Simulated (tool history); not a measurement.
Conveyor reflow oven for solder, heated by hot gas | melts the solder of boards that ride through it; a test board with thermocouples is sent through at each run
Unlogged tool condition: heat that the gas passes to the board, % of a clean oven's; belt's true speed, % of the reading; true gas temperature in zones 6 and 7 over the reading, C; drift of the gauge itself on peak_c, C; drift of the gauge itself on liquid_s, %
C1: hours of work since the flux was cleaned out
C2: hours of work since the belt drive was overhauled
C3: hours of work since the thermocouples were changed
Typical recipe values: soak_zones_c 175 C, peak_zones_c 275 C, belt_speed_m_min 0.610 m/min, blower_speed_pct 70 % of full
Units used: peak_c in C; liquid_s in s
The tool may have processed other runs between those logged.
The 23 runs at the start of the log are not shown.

{"run": 24, "hour": 383.9, "soak_zones_c": 171, "peak_zones_c": 270, "belt_speed_m_min": 0.662, "blower_speed_pct": 54, "C1": 97, "C2": 903, "C3": 339, "peak_c": 244.4, "liquid_s": 44.9}
{"run": 25, "hour": 404.2, "soak_zones_c": 171, "peak_zones_c": 279, "belt_speed_m_min": 0.662, "blower_speed_pct": 88, "C1": 113, "C2": 919, "C3": 356, "peak_c": 260.3, "liquid_s": 59.0}
{"run": 26, "hour": 425.9, "soak_zones_c": 175, "peak_zones_c": 275, "belt_speed_m_min": 0.719, "blower_speed_pct": 85, "C1": 131, "C2": 937, "C3": 373, "peak_c": 254.0, "liquid_s": 51.6}
{"run": 27, "hour": 438.3, "soak_zones_c": 175, "peak_zones_c": 275, "belt_speed_m_min": 0.719, "blower_speed_pct": 85, "C1": 141, "C2": 946, "C3": 383, "peak_c": 253.9, "liquid_s": 51.4}
{"run": 28, "hour": 456.5, "soak_zones_c": 181, "peak_zones_c": 286, "belt_speed_m_min": 0.61, "blower_speed_pct": 70, "C1": 155, "C2": 961, "C3": 397, "peak_c": 266.4, "liquid_s": 71.2}
{"run": 29, "hour": 470.9, "soak_zones_c": 179, "peak_zones_c": 278, "belt_speed_m_min": 0.602, "blower_speed_pct": 70, "C1": 167, "C2": 972, "C3": 409, "peak_c": 259.6, "liquid_s": 66.9}
{"run": 30, "hour": 490.3, "soak_zones_c": 180, "peak_zones_c": 275, "belt_speed_m_min": 0.55, "blower_speed_pct": 70, "C1": 182, "C2": 988, "C3": 424, "peak_c": 260.4, "liquid_s": 74.3}
{"run": 31, "hour": 502.1, "soak_zones_c": 175, "peak_zones_c": 266, "belt_speed_m_min": 0.61, "blower_speed_pct": 84, "C1": 192, "C2": 997, "C3": 434, "peak_c": 250.4, "liquid_s": 59.7}

Branching from run 31: 4 alternative next runs. What would each branch give?
{"run": "A", "hour": 523.8, "soak_zones_c": 175, "peak_zones_c": 266, "belt_speed_m_min": 0.728, "blower_speed_pct": 62, "C1": 209, "C2": 1015, "C3": 451, "peak_c": "?", "liquid_s": "?"}
{"run": "B", "hour": 523.8, "soak_zones_c": 183, "peak_zones_c": 275, "belt_speed_m_min": 0.668, "blower_speed_pct": 84, "C1": 209, "C2": 1015, "C3": 451, "peak_c": "?", "liquid_s": "?"}
{"run": "C", "hour": 523.8, "soak_zones_c": 188, "peak_zones_c": 274, "belt_speed_m_min": 0.61, "blower_speed_pct": 84, "C1": 209, "C2": 1015, "C3": 451, "peak_c": "?", "liquid_s": "?"}
{"run": "D", "hour": 523.8, "soak_zones_c": 175, "peak_zones_c": 275, "belt_speed_m_min": 0.506, "blower_speed_pct": 70, "C1": 209, "C2": 1015, "C3": 451, "peak_c": "?", "liquid_s": "?"}

run=A peak_c=239.2 liquid_s=37.1
run=B peak_c=256.0 liquid_s=60.4
run=C peak_c=259.5 liquid_s=70.2
run=D peak_c=261.8 liquid_s=80.5
With no hidden state in the tool, these same runs would have given:
run=A peak_c=241.7 liquid_s=39.4
run=B peak_c=258.5 liquid_s=61.2
run=C peak_c=261.8 liquid_s=70.4
run=D peak_c=263.9 liquid_s=80.8
